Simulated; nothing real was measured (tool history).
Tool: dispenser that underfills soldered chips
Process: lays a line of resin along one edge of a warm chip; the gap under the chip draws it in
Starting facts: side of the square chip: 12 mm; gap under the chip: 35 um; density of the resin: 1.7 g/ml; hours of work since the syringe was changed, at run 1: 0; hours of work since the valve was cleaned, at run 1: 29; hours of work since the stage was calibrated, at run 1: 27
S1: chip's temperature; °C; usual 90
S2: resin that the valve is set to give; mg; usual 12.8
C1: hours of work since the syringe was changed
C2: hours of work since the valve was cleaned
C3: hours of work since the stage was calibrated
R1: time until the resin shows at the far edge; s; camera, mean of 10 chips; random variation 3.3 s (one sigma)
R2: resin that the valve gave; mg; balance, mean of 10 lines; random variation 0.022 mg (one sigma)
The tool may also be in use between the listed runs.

{"run": 1, "hour": 0.0, "S1": 90, "S2": 12.8, "C1": 0, "C2": 29, "C3": 27, "R1": 333.2, "R2": 12.66}
{"run": 2, "hour": 7.0, "S1": 90, "S2": 12.8, "C1": 5, "C2": 35, "C3": 32, "R1": 526.4, "R2": 12.6}
{"hour": 8.2, "done": "new syringe of resin"}
{"run": 3, "hour": 12.0, "S1": 76, "S2": 12.8, "C1": 3, "C2": 39, "C3": 36, "R1": 624.6, "R2": 12.56}
{"hour": 16.3, "done": "new syringe of resin"}
{"run": 4, "hour": 17.9, "S1": 76, "S2": 12.8, "C1": 1, "C2": 43, "C3": 40, "R1": 546.4, "R2": 12.57}
{"hour": 24.2, "done": "new syringe of resin"}
{"run": 5, "hour": 24.9, "S1": 90, "S2": 16.2, "C1": 1, "C2": 48, "C3": 45, "R1": 343.1, "R2": 15.9}
{"run": 6, "hour": 29.6, "S1": 90, "S2": 16.2, "C1": 4, "C2": 52, "C3": 49, "R1": 457.2, "R2": 15.86}
{"hour": 32.2, "done": "new syringe of resin"}
{"run": 7, "hour": 36.9, "S1": 90, "S2": 16.2, "C1": 4, "C2": 57, "C3": 54, "R1": 445.4, "R2": 15.81}
{"hour": 40.7, "done": "new syringe of resin"}
{"run": 8, "hour": 43.6, "S1": 90, "S2": 16.2, "C1": 2, "C2": 62, "C3": 59, "R1": 385.6, "R2": 15.77}
{"hour": 48.7, "done": "new syringe of resin"}
{"run": 9, "hour": 51.5, "S1": 90, "S2": 12.8, "C1": 2, "C2": 68, "C3": 65, "R1": 398.6, "R2": 12.48}
{"hour": 56.6, "done": "new syringe of resin"}
{"hour": 60.5, "done": "dispensing valve cleaned and set on the balance"}
{"run": 10, "hour": 60.7, "S1": 90, "S2": 12.8, "C1": 2, "C2": 0, "C3": 71, "R1": 401, "R2": 12.79}
{"run": 11, "hour": 64.6, "S1": 90, "S2": 12.8, "C1": 5, "C2": 3, "C3": 74, "R1": 515.9, "R2": 12.83}
{"hour": 65.8, "done": "new syringe of resin"}
{"run": 12, "hour": 68.5, "S1": 90, "S2": 12.8, "C1": 2, "C2": 6, "C3": 77, "R1": 391.2, "R2": 12.79}
{"hour": 73.9, "done": "new syringe of resin"}
{"run": 13, "hour": 74.0, "S1": 90, "S2": 12.8, "C1": 0, "C2": 10, "C3": 81, "R1": 326.5, "R2": 12.79}
{"run": 14, "hour": 80.8, "S1": 90, "S2": 12.8, "C1": 5, "C2": 15, "C3": 87, "R1": 501.1, "R2": 12.74}
{"hour": 82.4, "done": "new syringe of resin"}
{"run": 15, "hour": 89.4, "S1": 90, "S2": 12.8, "C1": 5, "C2": 22, "C3": 93, "R1": 514, "R2": 12.65}
{"hour": 90.7, "done": "new syringe of resin"}
{"run": 16, "hour": 95.8, "S1": 90, "S2": 12.8, "C1": 4, "C2": 27, "C3": 98, "R1": 453.3, "R2": 12.69}
{"hour": 99.0, "done": "new syringe of resin"}
{"run": 17, "hour": 99.8, "S1": 90, "S2": 12.8, "C1": 1, "C2": 30, "C3": 101, "R1": 346.8, "R2": 12.7}
{"hour": 106.8, "done": "new syringe of resin"}
{"run": 18, "hour": 107.9, "S1": 90, "S2": 12.8, "C1": 1, "C2": 36, "C3": 107, "R1": 361.8, "R2": 12.63}
{"hour": 114.7, "done": "new syringe of resin"}
{"run": 19, "hour": 116.5, "S1": 90, "S2": 12.8, "C1": 1, "C2": 42, "C3": 113, "R1": 363.9, "R2": 12.59}
{"hour": 122.8, "done": "new syringe of resin"}
{"run": 20, "hour": 124.4, "S1": 78, "S2": 14.5, "C1": 1, "C2": 48, "C3": 119, "R1": 501.4, "R2": 14.23}
{"run": 21, "hour": 129.3, "S1": 78, "S2": 14.5, "C1": 5, "C2": 52, "C3": 123, "R1": 690, "R2": 14.22}
{"hour": 130.6, "done": "new syringe of resin"}
{"run": 22, "hour": 135.5, "S1": 78, "S2": 14.5, "C1": 4, "C2": 56, "C3": 128, "R1": 617.1, "R2": 14.13}
{"hour": 138.4, "done": "new syringe of resin"}
{"run": 23, "hour": 140.9, "S1": 97, "S2": 15.7, "C1": 2, "C2": 60, "C3": 132, "R1": 310.5, "R2": 15.35}
{"hour": 146.6, "done": "new syringe of resin"}
{"run": 24, "hour": 149.1, "S1": 88, "S2": 12.6, "C1": 2, "C2": 67, "C3": 138, "R1": 404.4, "R2": 12.27}
{"hour": 154.5, "done": "new syringe of resin"}
{"run": 25, "hour": 155.6, "S1": 86, "S2": 11, "C1": 1, "C2": 71, "C3": 143, "R1": 403.5, "R2": 10.74}
{"hour": 160.7, "done": "dispensing valve cleaned and set on the balance"}
{"run": 26, "hour": 160.9, "S1": 86, "S2": 11, "C1": 4, "C2": 0, "C3": 146, "R1": 530.3, "R2": 10.98}
{"hour": 163.4, "done": "new syringe of resin"}
{"run": 27, "hour": 167.9, "S1": 96, "S2": 14.1, "C1": 4, "C2": 5, "C3": 151, "R1": 374.6, "R2": 14.08}
{"hour": 171.6, "done": "new syringe of resin"}
{"run": 28, "hour": 174.9, "S1": 89, "S2": 14, "C1": 3, "C2": 11, "C3": 157, "R1": 402.6, "R2": 13.93}
{"hour": 179.6, "done": "new syringe of resin"}
{"run": 29, "hour": 182.3, "S1": 89, "S2": 14, "C1": 2, "C2": 16, "C3": 162, "R1": 391, "R2": 13.89}
{"run": 30, "hour": 186.1, "S1": 77, "S2": 14, "C1": 5, "C2": 19, "C3": 165, "R1": 710.9, "R2": 13.89}
{"hour": 187.5, "done": "new syringe of resin"}
{"run": 31, "hour": 190.8, "S1": 80, "S2": 11.2, "C1": 3, "C2": 23, "C3": 168, "R1": 566.1, "R2": 11.09}
{"run": 32, "hour": 194.5, "S1": 80, "S2": 11.2, "C1": 6, "C2": 26, "C3": 171, "R1": 712.6, "R2": 11.05}
{"hour": 195.4, "done": "new syringe of resin"}
{"hour": 203.3, "done": "new syringe of resin"}
{"run": 33, "hour": 203.6, "S1": 90, "S2": 16.4, "C1": 0, "C2": 32, "C3": 178, "R1": 316.9, "R2": 16.19}
{"run": 34, "hour": 207.7, "S1": 90, "S2": 16.4, "C1": 3, "C2": 35, "C3": 181, "R1": 420, "R2": 16.2}
{"hour": 211.2, "done": "new syringe of resin"}
{"run": 35, "hour": 212.2, "S1": 90, "S2": 16.4, "C1": 1, "C2": 39, "C3": 184, "R1": 346.8, "R2": 16.12}

Hidden condition of the tool, last listed run before each entry between runs versus first listed run after:
Runs 2 to 3: new syringe of resin (hour 8.2)
  resin's viscosity, % of fresh resin's: 158.4 -> 126.7; dose that the valve gives, % of what is set: 98.45 -> 98.31; true chip temperature over the reading, C: -0.01 -> 0.01
  difference, measured minus the result without the unlogged condition, R1: +195 -> +133 s; R2: -0.2 -> -0.22 mg
Runs 3 to 4: new syringe of resin (hour 16.3)
  resin's viscosity, % of fresh resin's: 126.7 -> 110.2; dose that the valve gives, % of what is set: 98.31 -> 98.14; true chip temperature over the reading, C: 0.01 -> 0.03
  difference, measured minus the result without the unlogged condition, R1: +133 -> +51.7 s; R2: -0.22 -> -0.24 mg
Runs 4 to 5: new syringe of resin (hour 24.2)
  resin's viscosity, % of fresh resin's: 110.2 -> 106.2; dose that the valve gives, % of what is set: 98.14 -> 97.95; true chip temperature over the reading, C: 0.03 -> 0.05
  difference, measured minus the result without the unlogged condition, R1: +51.7 -> +19.8 s; R2: -0.24 -> -0.33 mg
Runs 6 to 7: new syringe of resin (hour 32.2)
  resin's viscosity, % of fresh resin's: 143.4 -> 135.9; dose that the valve gives, % of what is set: 97.8 -> 97.58; true chip temperature over the reading, C: 0.07 -> 0.1
  difference, measured minus the result without the unlogged condition, R1: +138 -> +117.2 s; R2: -0.35 -> -0.4 mg
Runs 7 to 8: new syringe of resin (hour 40.7)
  resin's viscosity, % of fresh resin's: 135.9 -> 119.9; dose that the valve gives, % of what is set: 97.58 -> 97.4; true chip temperature over the reading, C: 0.1 -> 0.12
  difference, measured minus the result without the unlogged condition, R1: +117.2 -> +63.2 s; R2: -0.4 -> -0.42 mg
Runs 8 to 9: new syringe of resin (hour 48.7)
  resin's viscosity, % of fresh resin's: 119.9 -> 118.8; dose that the valve gives, % of what is set: 97.4 -> 97.17; true chip temperature over the reading, C: 0.12 -> 0.15
  difference, measured minus the result without the unlogged condition, R1: +63.2 -> +63.5 s; R2: -0.42 -> -0.36 mg
Runs 9 to 10: new syringe of resin (hour 56.6); dispensing valve cleaned and set on the balance (hour 60.5)
  resin's viscosity, % of fresh resin's: 118.8 -> 121.7; dose that the valve gives, % of what is set: 97.17 -> 100.12; true chip temperature over the reading, C: 0.15 -> 0.17
  difference, measured minus the result without the unlogged condition, R1: +63.5 -> +69.8 s; R2: -0.36 -> +0.01 mg
Runs 11 to 12: new syringe of resin (hour 65.8)
  resin's viscosity, % of fresh resin's: 155.3 -> 118.6; dose that the valve gives, % of what is set: 100 -> 99.9; true chip temperature over the reading, C: 0.19 -> 0.2
  difference, measured minus the result without the unlogged condition, R1: +182.1 -> +59.6 s; R2: +0 -> -0.02 mg
Runs 12 to 13: new syringe of resin (hour 73.9)
  resin's viscosity, % of fresh resin's: 118.6 -> 99.4; dose that the valve gives, % of what is set: 99.9 -> 99.72; true chip temperature over the reading, C: 0.2 -> 0.22
  difference, measured minus the result without the unlogged condition, R1: +59.6 -> -3.8 s; R2: -0.02 -> -0.04 mg
Runs 14 to 15: new syringe of resin (hour 82.4)
  resin's viscosity, % of fresh resin's: 152.6 -> 156.3; dose that the valve gives, % of what is set: 99.51 -> 99.26; true chip temperature over the reading, C: 0.24 -> 0.27
  difference, measured minus the result without the unlogged condition, R1: +171 -> +183.2 s; R2: -0.06 -> -0.1 mg
Runs 15 to 16: new syringe of resin (hour 90.7)
  resin's viscosity, % of fresh resin's: 156.3 -> 139.8; dose that the valve gives, % of what is set: 99.26 -> 99.06; true chip temperature over the reading, C: 0.27 -> 0.29
  difference, measured minus the result without the unlogged condition, R1: +183.2 -> +126.8 s; R2: -0.1 -> -0.12 mg
Runs 16 to 17: new syringe of resin (hour 99)
  resin's viscosity, % of fresh resin's: 139.8 -> 105.3; dose that the valve gives, % of what is set: 99.06 -> 98.93; true chip temperature over the reading, C: 0.29 -> 0.31
  difference, measured minus the result without the unlogged condition, R1: +126.8 -> +15.4 s; R2: -0.12 -> -0.14 mg
Runs 17 to 18: new syringe of resin (hour 106.8)
  resin's viscosity, % of fresh resin's: 105.3 -> 109; dose that the valve gives, % of what is set: 98.93 -> 98.71; true chip temperature over the reading, C: 0.31 -> 0.33
  difference, measured minus the result without the unlogged condition, R1: +15.4 -> +27.6 s; R2: -0.14 -> -0.16 mg
Runs 18 to 19: new syringe of resin (hour 114.7)
  resin's viscosity, % of fresh resin's: 109 -> 110.9; dose that the valve gives, % of what is set: 98.71 -> 98.44; true chip temperature over the reading, C: 0.33 -> 0.36
  difference, measured minus the result without the unlogged condition, R1: +27.6 -> +33.4 s; R2: -0.16 -> -0.2 mg
Runs 19 to 20: new syringe of resin (hour 122.8)
  resin's viscosity, % of fresh resin's: 110.9 -> 110.7; dose that the valve gives, % of what is set: 98.44 -> 98.2; true chip temperature over the reading, C: 0.36 -> 0.39
  difference, measured minus the result without the unlogged condition, R1: +33.4 -> +44 s; R2: -0.2 -> -0.26 mg
Runs 21 to 22: new syringe of resin (hour 130.6)
  resin's viscosity, % of fresh resin's: 151.1 -> 137.1; dose that the valve gives, % of what is set: 98.03 -> 97.86; true chip temperature over the reading, C: 0.41 -> 0.43
  difference, measured minus the result without the unlogged condition, R1: +229 -> +162.2 s; R2: -0.29 -> -0.31 mg
Runs 22 to 23: new syringe of resin (hour 138.4)
  resin's viscosity, % of fresh resin's: 137.1 -> 117.5; dose that the valve gives, % of what is set: 97.86 -> 97.69; true chip temperature over the reading, C: 0.43 -> 0.45
  difference, measured minus the result without the unlogged condition, R1: +162.2 -> +43.5 s; R2: -0.31 -> -0.36 mg
Runs 23 to 24: new syringe of resin (hour 146.6)
  resin's viscosity, % of fresh resin's: 117.5 -> 117.8; dose that the valve gives, % of what is set: 97.69 -> 97.47; true chip temperature over the reading, C: 0.45 -> 0.48
  difference, measured minus the result without the unlogged condition, R1: +43.5 -> +58.2 s; R2: -0.36 -> -0.32 mg
Runs 24 to 25: new syringe of resin (hour 154.5)
  resin's viscosity, % of fresh resin's: 117.8 -> 107.8; dose that the valve gives, % of what is set: 97.47 -> 97.26; true chip temperature over the reading, C: 0.48 -> 0.51
  difference, measured minus the result without the unlogged condition, R1: +58.2 -> +27.3 s; R2: -0.32 -> -0.3 mg
Runs 25 to 26: dispensing valve cleaned and set on the balance (hour 160.7)
  resin's viscosity, % of fresh resin's: 107.8 -> 141.4; dose that the valve gives, % of what is set: 97.26 -> 99.93; true chip temperature over the reading, C: 0.51 -> 0.52
  difference, measured minus the result without the unlogged condition, R1: +27.3 -> +149.8 s; R2: -0.3 -> +0 mg
Runs 26 to 27: new syringe of resin (hour 163.4)
  resin's viscosity, % of fresh resin's: 141.4 -> 136; dose that the valve gives, % of what is set: 99.93 -> 99.72; true chip temperature over the reading, C: 0.52 -> 0.54
  difference, measured minus the result without the unlogged condition, R1: +149.8 -> +95.3 s; R2: +0 -> -0.04 mg
Runs 27 to 28: new syringe of resin (hour 171.6)
  resin's viscosity, % of fresh resin's: 136 -> 122.2; dose that the valve gives, % of what is set: 99.72 -> 99.52; true chip temperature over the reading, C: 0.54 -> 0.57
  difference, measured minus the result without the unlogged condition, R1: +95.3 -> +68.1 s; R2: -0.04 -> -0.06 mg
Runs 28 to 29: new syringe of resin (hour 179.6)
  resin's viscosity, % of fresh resin's: 122.2 -> 120.1; dose that the valve gives, % of what is set: 99.52 -> 99.29; true chip temperature over the reading, C: 0.57 -> 0.59
  difference, measured minus the result without the unlogged condition, R1: +68.1 -> +60.3 s; R2: -0.06 -> -0.1 mg
Runs 30 to 31: new syringe of resin (hour 187.5)
  resin's viscosity, % of fresh resin's: 152.6 -> 125.6; dose that the valve gives, % of what is set: 99.19 -> 99.05; true chip temperature over the reading, C: 0.61 -> 0.62
  difference, measured minus the result without the unlogged condition, R1: +237.3 -> +108.7 s; R2: -0.12 -> -0.11 mg
Runs 32 to 33: new syringe of resin (hour 195.4); new syringe of resin (hour 203.3)
  resin's viscosity, % of fresh resin's: 159.4 -> 101.1; dose that the valve gives, % of what is set: 98.93 -> 98.67; true chip temperature over the reading, C: 0.64 -> 0.67
  difference, measured minus the result without the unlogged condition, R1: +258.7 -> -2.1 s; R2: -0.12 -> -0.21 mg
Runs 34 to 35: new syringe of resin (hour 211.2)
  resin's viscosity, % of fresh resin's: 130.8 -> 108.2; dose that the valve gives, % of what is set: 98.57 -> 98.45; true chip temperature over the reading, C: 0.68 -> 0.7
  difference, measured minus the result without the unlogged condition, R1: +93.1 -> +20.4 s; R2: -0.23 -> -0.25 mg

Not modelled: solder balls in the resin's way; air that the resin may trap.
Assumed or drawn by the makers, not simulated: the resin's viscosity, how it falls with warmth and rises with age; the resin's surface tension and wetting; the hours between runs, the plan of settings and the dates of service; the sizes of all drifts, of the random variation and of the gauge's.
